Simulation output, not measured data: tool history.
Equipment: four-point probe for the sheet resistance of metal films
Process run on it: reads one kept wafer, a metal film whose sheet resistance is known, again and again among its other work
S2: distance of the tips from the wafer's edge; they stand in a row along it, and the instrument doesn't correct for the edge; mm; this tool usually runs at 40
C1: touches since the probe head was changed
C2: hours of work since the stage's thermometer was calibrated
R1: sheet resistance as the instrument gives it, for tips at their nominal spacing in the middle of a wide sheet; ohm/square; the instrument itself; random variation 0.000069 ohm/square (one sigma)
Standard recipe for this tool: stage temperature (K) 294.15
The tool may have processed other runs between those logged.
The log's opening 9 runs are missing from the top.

run 10 hour=434.7 | stage_temperature_(K)=300.15 S2=6 | C1=29759 C2=481 | R1=0.34291
run 11 hour=490.5 | stage_temperature_(K)=300.15 S2=6 | C1=31277 C2=518 | R1=0.342808
run 12 hour=551.1 | stage_temperature_(K)=294.15 S2=40 | C1=32924 C2=558 | R1=0.343106
run 13 hour=596.4 | stage_temperature_(K)=306.15 S2=40 | C1=34157 C2=588 | R1=0.340532
run 14 hour=624.2 | stage_temperature_(K)=306.15 S2=40 | C1=34911 C2=606 | R1=0.340412
run 15 hour=687.9 | stage_temperature_(K)=306.15 S2=40 | C1=36644 C2=649 | R1=0.340584
-- hour=692.8 stage's thermometer calibrated
run 16 hour=739.3 | stage_temperature_(K)=294.15 S2=40 | C1=38029 C2=31 | R1=0.343167
run 17 hour=800.1 | stage_temperature_(K)=301.15 S2=40 | C1=39681 C2=71 | R1=0.341696
run 18 hour=834 | stage_temperature_(K)=301.15 S2=40 | C1=40605 C2=94 | R1=0.341709
run 19 hour=871.6 | stage_temperature_(K)=294.15 S2=40 | C1=41627 C2=119 | R1=0.34335
-- hour=900.7 stage's thermometer calibrated, once more
run 20 hour=906.2 | stage_temperature_(K)=294.15 S2=40 | C1=42553 C2=4 | R1=0.343167
run 21 hour=965.7 | stage_temperature_(K)=294.15 S2=40 | C1=44172 C2=43 | R1=0.343095
run 22 hour=1011 | stage_temperature_(K)=294.15 S2=40 | C1=45405 C2=73 | R1=0.343033
run 23 hour=1075.5 | stage_temperature_(K)=294.15 S2=5 | C1=47158 C2=116 | R1=0.344948
run 24 hour=1133.3 | stage_temperature_(K)=305.15 S2=5 | C1=48729 C2=154 | R1=0.342543
run 25 hour=1192.8 | stage_temperature_(K)=297.15 S2=4 | C1=50347 C2=194 | R1=0.345329
run 26 hour=1240.1 | stage_temperature_(K)=295.15 S2=45 | C1=51633 C2=225 | R1=0.342971
run 27 hour=1296.9 | stage_temperature_(K)=295.15 S2=45 | C1=53177 C2=263 | R1=0.343015
run 28 hour=1353.7 | stage_temperature_(K)=292.15 S2=8 | C1=54723 C2=300 | R1=0.344309

Predict the results of run 29:
run 29 hour=1417.2 | stage_temperature_(K)=304.15 S2=49 | C1=56450 C2=343 | R1=?

R1: 0.341088 ohm/square
Had the tool carried no hidden state, the very same run would have given R1 0.340581 ohm/square.
